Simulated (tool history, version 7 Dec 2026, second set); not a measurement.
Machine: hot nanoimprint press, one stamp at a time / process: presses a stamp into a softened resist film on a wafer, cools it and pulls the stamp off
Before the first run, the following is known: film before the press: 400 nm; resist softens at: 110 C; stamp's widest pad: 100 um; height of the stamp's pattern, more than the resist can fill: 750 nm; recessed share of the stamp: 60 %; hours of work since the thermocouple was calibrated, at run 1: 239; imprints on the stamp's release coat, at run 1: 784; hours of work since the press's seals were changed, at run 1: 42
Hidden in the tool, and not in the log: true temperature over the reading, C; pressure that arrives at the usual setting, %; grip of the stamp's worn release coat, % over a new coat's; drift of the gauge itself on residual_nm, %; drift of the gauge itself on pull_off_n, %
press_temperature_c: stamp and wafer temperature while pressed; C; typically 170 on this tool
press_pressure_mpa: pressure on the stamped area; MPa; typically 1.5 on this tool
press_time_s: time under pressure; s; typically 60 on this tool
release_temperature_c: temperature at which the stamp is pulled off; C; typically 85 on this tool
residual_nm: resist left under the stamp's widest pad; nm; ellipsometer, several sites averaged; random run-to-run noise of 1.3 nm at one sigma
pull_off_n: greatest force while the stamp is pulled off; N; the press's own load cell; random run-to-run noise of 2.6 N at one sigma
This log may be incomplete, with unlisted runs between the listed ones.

run   hour  press_temperature_c  press_pressure_mpa  press_time_s  release_temperature_c  hours of work since the thermocouple was calibrated  imprints on the stamp's release coat  hours of work since the press's seals were changed  residual_nm  pull_off_n
  1      0                  170                 1.5            60                     85                                                  239                                   784                                                  42        207.6         116
  2   44.4                  170                 1.5            60                     85                                                  271                                   911                                                  74        207.3         124
  3   77.2                  170                 1.5            57                     85                                                  295                                  1004                                                  98          209         121
  4  102.7                  170                 1.5            57                     85                                                  314                                  1077                                                 117        209.8         120
  5  127.9                  170                 1.5            57                     85                                                  332                                  1149                                                 135          212         120
  6  168.2                  170                 1.5            60                     85                                                  362                                  1264                                                 165        207.5         118
       179  -- stamp cleaned and given a new release coat
  7  221.7                  170                 1.5            60                     85                                                  397                                   122                                                 200        207.5         120
  8  247.4                  170                 1.5            60                     85                                                  415                                   195                                                 218        208.3         122
  9  288.7                  180                 1.5            60                     85                                                  446                                   313                                                 249        134.8         122
 10  333.4                  170                 1.5            60                     85                                                  478                                   441                                                 281        207.6         123
 11  365.8                  170                 1.5            60                     85                                                  502                                   533                                                 305        206.4         124
 12  386.4                  170                 1.5            60                     85                                                  517                                   592                                                 320        208.6         120
 13    413                  170                2.23            60                     85                                                  537                                   668                                                 339        177.2         120
 14  453.4                  170                2.23            60                     85                                                  566                                   783                                                 369        177.7         123
     470.9  -- plate thermocouple calibrated
 15  504.6                  170                2.23            60                     85                                                   25                                   920                                                 404          179         118
 16  541.1                  166                1.35           116                     89                                                   51                                  1024                                                 431          205         112
 17    577                  170                 1.6            60                     79                                                   78                                  1127                                                 457        202.8         136
 18  614.3                  162                 1.5           100                     73                                                  105                                  1233                                                 485          249         151
     639.2  -- stamp cleaned and given a new release coat
 19  647.3                  179                1.05            31                     86                                                  125                                    23                                                 504        210.1         116
 20  694.6                  179                1.05            39                     70                                                  159                                   158                                                 539        192.3         153
 21  726.9                  170                1.13            47                     85                                                  183                                   250                                                 562        248.7         121
 22    777                  170                 1.5            60                     74                                                  219                                   393                                                 599        208.6         146
 23  798.2                  170                 1.5            60                     74                                                  235                                   454                                                 615        208.1         149
 24  822.7                  160                 1.5            60                     85                                                  253                                   524                                                 633        301.8         117
 25  849.6                  160                 1.5            60                     85                                                  273                                   600                                                 652        304.8         117
 26  873.9                  170                 1.5            31                     85                                                  290                                   670                                                 670        257.3         127
 27  903.2                  170                 1.5            31                     85                                                  312                                   753                                                 691          259         124
 28  930.3                  169                2.18            40                     81                                                  332                                   831                                                 711        220.8         130
 29  967.4                  159                 1.5           117                     85                                                  359                                   936                                                 738        271.5         123
 30  993.3                  176                0.96            36                     91                                                  378                                  1010                                                 757        228.7         105

What differs in the tool's unlogged condition from the final listed run ahead of each entry between runs to the first listed run following it?
Runs 6 to 7: stamp cleaned and given a new release coat (hour 179)
  pressure that arrives at the usual setting, %: 99.98 -> 99.97; grip of the stamp's worn release coat, % over a new coat's: 0.7 -> 0.1
Runs 14 to 15: plate thermocouple calibrated (hour 470.9)
  true temperature over the reading, C: -0.03 -> 0; pressure that arrives at the usual setting, %: 99.96 -> 99.95; grip of the stamp's worn release coat, % over a new coat's: 0.4 -> 0.5
Runs 18 to 19: stamp cleaned and given a new release coat (hour 639.2)
  true temperature over the reading, C: 0 -> -0.01; pressure that arrives at the usual setting, %: 99.95 -> 99.94; grip of the stamp's worn release coat, % over a new coat's: 0.7 -> 0
